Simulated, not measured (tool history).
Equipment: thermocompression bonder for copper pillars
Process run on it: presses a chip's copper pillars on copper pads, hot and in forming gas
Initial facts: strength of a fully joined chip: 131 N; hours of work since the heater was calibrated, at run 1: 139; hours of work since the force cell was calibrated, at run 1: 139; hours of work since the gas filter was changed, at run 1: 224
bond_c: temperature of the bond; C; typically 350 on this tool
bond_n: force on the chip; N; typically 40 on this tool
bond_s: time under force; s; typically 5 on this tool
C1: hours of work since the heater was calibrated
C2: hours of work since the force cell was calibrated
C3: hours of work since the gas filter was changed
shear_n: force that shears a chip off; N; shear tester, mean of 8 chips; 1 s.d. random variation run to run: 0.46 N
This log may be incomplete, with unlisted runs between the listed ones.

{"run": 1, "hour": 0.0, "bond_c": 350, "bond_n": 40, "bond_s": 5, "C1": 139, "C2": 139, "C3": 224, "shear_n": 44.2}
{"run": 2, "hour": 16.1, "bond_c": 350, "bond_n": 40, "bond_s": 5, "C1": 146, "C2": 146, "C3": 230, "shear_n": 43.9}
{"run": 3, "hour": 38.0, "bond_c": 350, "bond_n": 40, "bond_s": 5, "C1": 155, "C2": 155, "C3": 239, "shear_n": 43.4}
{"run": 4, "hour": 76.2, "bond_c": 350, "bond_n": 53, "bond_s": 5, "C1": 171, "C2": 171, "C3": 255, "shear_n": 51.7}
{"run": 5, "hour": 99.4, "bond_c": 350, "bond_n": 53, "bond_s": 5, "C1": 180, "C2": 180, "C3": 265, "shear_n": 52.7}
{"run": 6, "hour": 132.5, "bond_c": 350, "bond_n": 53, "bond_s": 5, "C1": 194, "C2": 194, "C3": 278, "shear_n": 51.8}
{"run": 7, "hour": 167.7, "bond_c": 350, "bond_n": 53, "bond_s": 5, "C1": 208, "C2": 208, "C3": 293, "shear_n": 51.8}
{"run": 8, "hour": 202.0, "bond_c": 350, "bond_n": 53, "bond_s": 5, "C1": 223, "C2": 223, "C3": 307, "shear_n": 51.2}
{"run": 9, "hour": 230.9, "bond_c": 350, "bond_n": 53, "bond_s": 5, "C1": 235, "C2": 235, "C3": 319, "shear_n": 50.2}
{"run": 10, "hour": 254.7, "bond_c": 350, "bond_n": 53, "bond_s": 5, "C1": 244, "C2": 244, "C3": 329, "shear_n": 51.4}
{"run": 11, "hour": 288.9, "bond_c": 350, "bond_n": 53, "bond_s": 5, "C1": 259, "C2": 259, "C3": 343, "shear_n": 51}
{"run": 12, "hour": 325.5, "bond_c": 350, "bond_n": 53, "bond_s": 5, "C1": 274, "C2": 274, "C3": 358, "shear_n": 51.5}
{"run": 13, "hour": 348.9, "bond_c": 374, "bond_n": 40, "bond_s": 5, "C1": 283, "C2": 283, "C3": 368, "shear_n": 55.1}
{"run": 14, "hour": 387.2, "bond_c": 374, "bond_n": 40, "bond_s": 3, "C1": 299, "C2": 299, "C3": 384, "shear_n": 44.7}
{"hour": 395.5, "done": "forming gas filter changed"}
{"run": 15, "hour": 415.5, "bond_c": 374, "bond_n": 40, "bond_s": 3, "C1": 311, "C2": 311, "C3": 8, "shear_n": 45.9}
{"run": 16, "hour": 442.0, "bond_c": 374, "bond_n": 40, "bond_s": 3, "C1": 322, "C2": 322, "C3": 19, "shear_n": 44.7}
{"run": 17, "hour": 472.6, "bond_c": 350, "bond_n": 40, "bond_s": 4, "C1": 334, "C2": 334, "C3": 32, "shear_n": 40.1}
{"run": 18, "hour": 500.1, "bond_c": 350, "bond_n": 40, "bond_s": 5, "C1": 346, "C2": 346, "C3": 43, "shear_n": 43.7}
{"run": 19, "hour": 536.9, "bond_c": 350, "bond_n": 40, "bond_s": 5, "C1": 361, "C2": 361, "C3": 58, "shear_n": 43.9}
{"run": 20, "hour": 571.4, "bond_c": 350, "bond_n": 40, "bond_s": 5, "C1": 375, "C2": 375, "C3": 73, "shear_n": 43.5}
{"run": 21, "hour": 606.6, "bond_c": 350, "bond_n": 50, "bond_s": 14, "C1": 390, "C2": 390, "C3": 87, "shear_n": 71.7}
{"run": 22, "hour": 625.2, "bond_c": 350, "bond_n": 50, "bond_s": 14, "C1": 397, "C2": 397, "C3": 95, "shear_n": 71.5}

Run 23 comes next. What will it give?
{"run": 23, "hour": 662.9, "bond_c": 325, "bond_n": 40, "bond_s": 5, "C1": 413, "C2": 413, "C3": 111, "shear_n": "?"}

{"run 23": {"shear_n": 32.5}}
The same run, on a tool lacking any hidden state, would have yielded shear_n 34.6 N.
